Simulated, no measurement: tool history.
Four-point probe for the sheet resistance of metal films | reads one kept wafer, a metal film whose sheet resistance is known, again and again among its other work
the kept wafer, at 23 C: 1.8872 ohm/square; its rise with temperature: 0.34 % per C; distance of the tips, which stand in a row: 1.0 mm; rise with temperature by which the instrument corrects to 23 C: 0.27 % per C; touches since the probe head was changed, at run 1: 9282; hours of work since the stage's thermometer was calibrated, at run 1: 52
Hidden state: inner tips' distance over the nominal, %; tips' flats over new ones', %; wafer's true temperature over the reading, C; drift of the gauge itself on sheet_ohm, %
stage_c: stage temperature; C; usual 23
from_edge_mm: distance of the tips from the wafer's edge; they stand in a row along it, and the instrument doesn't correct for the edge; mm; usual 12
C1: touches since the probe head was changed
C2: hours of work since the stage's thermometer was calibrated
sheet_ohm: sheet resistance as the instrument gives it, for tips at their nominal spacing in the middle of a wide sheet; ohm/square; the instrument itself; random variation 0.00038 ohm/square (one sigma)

{"run": 1, "hour": 0.0, "stage_c": 23, "from_edge_mm": 12, "C1": 9282, "C2": 52, "sheet_ohm": 1.899042}
{"run": 2, "hour": 18.7, "stage_c": 23, "from_edge_mm": 12, "C1": 9848, "C2": 61, "sheet_ohm": 1.898507}
{"run": 3, "hour": 39.8, "stage_c": 23, "from_edge_mm": 12, "C1": 10486, "C2": 72, "sheet_ohm": 1.898348}
{"run": 4, "hour": 60.2, "stage_c": 23, "from_edge_mm": 12, "C1": 11106, "C2": 83, "sheet_ohm": 1.898292}
{"run": 5, "hour": 79.7, "stage_c": 23, "from_edge_mm": 12, "C1": 11695, "C2": 93, "sheet_ohm": 1.898319}
{"run": 6, "hour": 99.8, "stage_c": 23, "from_edge_mm": 12, "C1": 12304, "C2": 103, "sheet_ohm": 1.897855}
{"run": 7, "hour": 120.3, "stage_c": 21, "from_edge_mm": 12, "C1": 12925, "C2": 113, "sheet_ohm": 1.895434}
{"run": 8, "hour": 138.2, "stage_c": 23, "from_edge_mm": 71, "C1": 13466, "C2": 123, "sheet_ohm": 1.890578}
{"run": 9, "hour": 154.1, "stage_c": 23, "from_edge_mm": 71, "C1": 13947, "C2": 131, "sheet_ohm": 1.891084}
{"run": 10, "hour": 170.7, "stage_c": 23, "from_edge_mm": 71, "C1": 14451, "C2": 139, "sheet_ohm": 1.890843}
{"run": 11, "hour": 190.0, "stage_c": 23, "from_edge_mm": 71, "C1": 15036, "C2": 149, "sheet_ohm": 1.890867}
{"run": 12, "hour": 204.5, "stage_c": 23, "from_edge_mm": 6, "C1": 15474, "C2": 156, "sheet_ohm": 1.918222}
{"run": 13, "hour": 220.5, "stage_c": 23, "from_edge_mm": 6, "C1": 15958, "C2": 165, "sheet_ohm": 1.918464}
{"run": 14, "hour": 235.0, "stage_c": 22, "from_edge_mm": 12, "C1": 16396, "C2": 172, "sheet_ohm": 1.896278}
{"run": 15, "hour": 251.3, "stage_c": 23, "from_edge_mm": 27, "C1": 16891, "C2": 180, "sheet_ohm": 1.892371}
{"run": 16, "hour": 262.3, "stage_c": 28, "from_edge_mm": 4, "C1": 17225, "C2": 186, "sheet_ohm": 1.958594}
{"run": 17, "hour": 274.9, "stage_c": 28, "from_edge_mm": 4, "C1": 17606, "C2": 192, "sheet_ohm": 1.959263}
{"run": 18, "hour": 284.5, "stage_c": 28, "from_edge_mm": 61, "C1": 17896, "C2": 197, "sheet_ohm": 1.898317}
{"run": 19, "hour": 294.7, "stage_c": 35, "from_edge_mm": 18, "C1": 18205, "C2": 202, "sheet_ohm": 1.9105}
{"run": 20, "hour": 309.4, "stage_c": 29, "from_edge_mm": 3, "C1": 18648, "C2": 210, "sheet_ohm": 2.005867}
{"run": 21, "hour": 318.5, "stage_c": 19, "from_edge_mm": 4, "C1": 18926, "C2": 215, "sheet_ohm": 1.94629}
{"run": 22, "hour": 341.1, "stage_c": 19, "from_edge_mm": 16, "C1": 19609, "C2": 226, "sheet_ohm": 1.888469}
{"run": 23, "hour": 350.4, "stage_c": 20, "from_edge_mm": 25, "C1": 19892, "C2": 231, "sheet_ohm": 1.887271}
{"run": 24, "hour": 371.9, "stage_c": 20, "from_edge_mm": 25, "C1": 20541, "C2": 242, "sheet_ohm": 1.88782}
{"run": 25, "hour": 387.9, "stage_c": 26, "from_edge_mm": 19, "C1": 21026, "C2": 250, "sheet_ohm": 1.897476}
{"run": 26, "hour": 402.9, "stage_c": 26, "from_edge_mm": 19, "C1": 21481, "C2": 258, "sheet_ohm": 1.897713}
{"run": 27, "hour": 413.1, "stage_c": 26, "from_edge_mm": 19, "C1": 21789, "C2": 263, "sheet_ohm": 1.897641}

Measured less the same run without the tool's hidden state. The same run-to-run variation is in both; the gauge's scatter may not be:
run=1 sheet_ohm=+0.003990
run=2 sheet_ohm=+0.003949
run=3 sheet_ohm=+0.003904
run=4 sheet_ohm=+0.003861
run=5 sheet_ohm=+0.003821
run=6 sheet_ohm=+0.003775
run=7 sheet_ohm=+0.003723
run=8 sheet_ohm=+0.003678
run=9 sheet_ohm=+0.003643
run=10 sheet_ohm=+0.003610
run=11 sheet_ohm=+0.003569
run=12 sheet_ohm=+0.003585
run=13 sheet_ohm=+0.003548
run=14 sheet_ohm=+0.003478
run=15 sheet_ohm=+0.003438
run=16 sheet_ohm=+0.003533
run=17 sheet_ohm=+0.003506
run=18 sheet_ohm=+0.003388
run=19 sheet_ohm=+0.003400
run=20 sheet_ohm=+0.003508
run=21 sheet_ohm=+0.003374
run=22 sheet_ohm=+0.003234
run=23 sheet_ohm=+0.003217
run=24 sheet_ohm=+0.003172
run=25 sheet_ohm=+0.003166
run=26 sheet_ohm=+0.003133
run=27 sheet_ohm=+0.003112

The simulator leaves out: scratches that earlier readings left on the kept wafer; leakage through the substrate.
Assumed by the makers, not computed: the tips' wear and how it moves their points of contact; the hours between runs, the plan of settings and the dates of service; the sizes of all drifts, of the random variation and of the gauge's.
